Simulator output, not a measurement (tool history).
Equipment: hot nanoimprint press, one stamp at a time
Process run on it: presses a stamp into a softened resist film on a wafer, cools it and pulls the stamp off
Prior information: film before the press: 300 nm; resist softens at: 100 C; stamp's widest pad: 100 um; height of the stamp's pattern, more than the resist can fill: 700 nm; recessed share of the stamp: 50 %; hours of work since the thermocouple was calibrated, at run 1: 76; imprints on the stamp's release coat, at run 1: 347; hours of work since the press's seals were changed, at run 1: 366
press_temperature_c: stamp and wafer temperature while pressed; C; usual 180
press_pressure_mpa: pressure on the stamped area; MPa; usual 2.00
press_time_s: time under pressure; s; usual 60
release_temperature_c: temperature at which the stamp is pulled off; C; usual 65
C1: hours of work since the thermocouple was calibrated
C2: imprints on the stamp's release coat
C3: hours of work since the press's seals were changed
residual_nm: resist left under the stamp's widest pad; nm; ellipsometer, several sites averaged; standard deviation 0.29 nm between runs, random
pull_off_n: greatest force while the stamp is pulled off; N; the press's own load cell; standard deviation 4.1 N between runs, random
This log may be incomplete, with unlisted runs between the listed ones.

Run 1, hour 0.0: usual settings; C1 76; C2 347; C3 366. Result: residual_nm 164.1 nm, pull_off_n 212 N.
Run 2, hour 8.9: usual settings; C1 83; C2 371; C3 373. Result: residual_nm 164.2 nm, pull_off_n 219 N.
Run 3, hour 22.2: usual settings; C1 94; C2 407; C3 383. Result: residual_nm 164.1 nm, pull_off_n 223 N.
Run 4, hour 38.1: usual settings but press_pressure_mpa 2.10 MPa; C1 106; C2 450; C3 396. Result: residual_nm 160.7 nm, pull_off_n 219 N.
Run 5, hour 58.4: usual settings but press_pressure_mpa 2.10 MPa; C1 122; C2 506; C3 412. Result: residual_nm 161.0 nm, pull_off_n 218 N.
Run 6, hour 72.3: usual settings but press_pressure_mpa 2.10 MPa; C1 133; C2 544; C3 423. Result: residual_nm 161.3 nm, pull_off_n 227 N.
Run 7, hour 85.0: usual settings but press_pressure_mpa 2.10 MPa; C1 143; C2 578; C3 433. Result: residual_nm 161.1 nm, pull_off_n 222 N.
Run 8, hour 94.0: usual settings but press_pressure_mpa 2.10 MPa; C1 151; C2 603; C3 440. Result: residual_nm 160.9 nm, pull_off_n 227 N.
Run 9, hour 114.0: usual settings but press_temperature_c 174 C; C1 166; C2 657; C3 456. Result: residual_nm 188.6 nm, pull_off_n 233 N.
Run 10, hour 128.6: usual settings but press_temperature_c 174 C; C1 178; C2 697; C3 468. Result: residual_nm 189.2 nm, pull_off_n 235 N.
Run 11, hour 148.5: usual settings but press_temperature_c 174 C; C1 194; C2 751; C3 483. Result: residual_nm 188.6 nm, pull_off_n 240 N.
Run 12, hour 167.1: usual settings but press_temperature_c 174 C, press_time_s 54 s; C1 208; C2 802; C3 498. Result: residual_nm 194.0 nm, pull_off_n 235 N.

For some of the steps in residual_nm from one run to the next: how much would appear even if the tool had no hidden state, given the settings, what came in and random variation, and how much remains for the hidden state plus any gauge scatter that the measured result and the result without hidden state don't share?
Hidden state present: true temperature over the reading, C; pressure that arrives at the usual setting, %; grip of the stamp's worn release coat, % over a new coat's; drift of the gauge itself on residual_nm, %; drift of the gauge itself on pull_off_n, %.
Run 2 -> 3: no setting changed, nothing entered. residual_nm -0.1 nm: hidden state -0.1, all else +0.0.
Run 8 -> 9: press_temperature_c 180 -> 174, press_pressure_mpa 2.10 -> 2.00. residual_nm +27.7 nm: hidden state -0.1, all else +27.8.
